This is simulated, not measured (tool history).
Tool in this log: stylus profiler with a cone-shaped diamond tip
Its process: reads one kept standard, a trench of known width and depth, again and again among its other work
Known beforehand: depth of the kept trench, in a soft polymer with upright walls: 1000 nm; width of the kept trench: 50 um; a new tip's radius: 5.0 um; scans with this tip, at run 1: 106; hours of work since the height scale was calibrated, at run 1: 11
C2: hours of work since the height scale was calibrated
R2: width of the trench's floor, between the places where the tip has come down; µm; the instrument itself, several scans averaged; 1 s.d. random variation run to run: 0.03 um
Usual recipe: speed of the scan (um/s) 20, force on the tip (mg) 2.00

{"run": 1, "hour": 0.0, "speed of the scan (um/s)": 20, "force on the tip (mg)": 2.0, "scans with this tip": 106, "C2": 11, "depth of the trench (Å)": 10128.1, "R2": 43.94}
{"run": 2, "hour": 49.6, "speed of the scan (um/s)": 20, "force on the tip (mg)": 2.0, "scans with this tip": 298, "C2": 32, "depth of the trench (Å)": 10124.8, "R2": 43.91}
{"run": 3, "hour": 87.5, "speed of the scan (um/s)": 20, "force on the tip (mg)": 2.0, "scans with this tip": 446, "C2": 48, "depth of the trench (Å)": 10127.2, "R2": 43.95}
{"run": 4, "hour": 112.9, "speed of the scan (um/s)": 20, "force on the tip (mg)": 2.0, "scans with this tip": 544, "C2": 58, "depth of the trench (Å)": 10121.8, "R2": 43.96}
{"run": 5, "hour": 155.7, "speed of the scan (um/s)": 60, "force on the tip (mg)": 2.0, "scans with this tip": 711, "C2": 76, "depth of the trench (Å)": 10128.8, "R2": 43.76}
{"run": 6, "hour": 199.2, "speed of the scan (um/s)": 60, "force on the tip (mg)": 2.0, "scans with this tip": 879, "C2": 94, "depth of the trench (Å)": 10127.3, "R2": 43.67}
{"run": 7, "hour": 234.0, "speed of the scan (um/s)": 60, "force on the tip (mg)": 2.0, "scans with this tip": 1014, "C2": 109, "depth of the trench (Å)": 10125.0, "R2": 43.74}
{"run": 8, "hour": 256.1, "speed of the scan (um/s)": 60, "force on the tip (mg)": 2.0, "scans with this tip": 1100, "C2": 118, "depth of the trench (Å)": 10122.7, "R2": 43.72}

What does the tool deliver on the next run?
{"run": 9, "hour": 277.7, "speed of the scan (um/s)": 7, "force on the tip (mg)": 2.55, "scans with this tip": 1184, "C2": 127, "depth of the trench (Å)": "?", "R2": "?"}

{"run 9": {"depth of the trench (Å)": 10142.6, "R2": 43.97}}
Were there no unlogged condition in the tool, this run, its random variation unchanged, would have produced depth of the trench (Å) 10144.9, R2 43.99 µm.
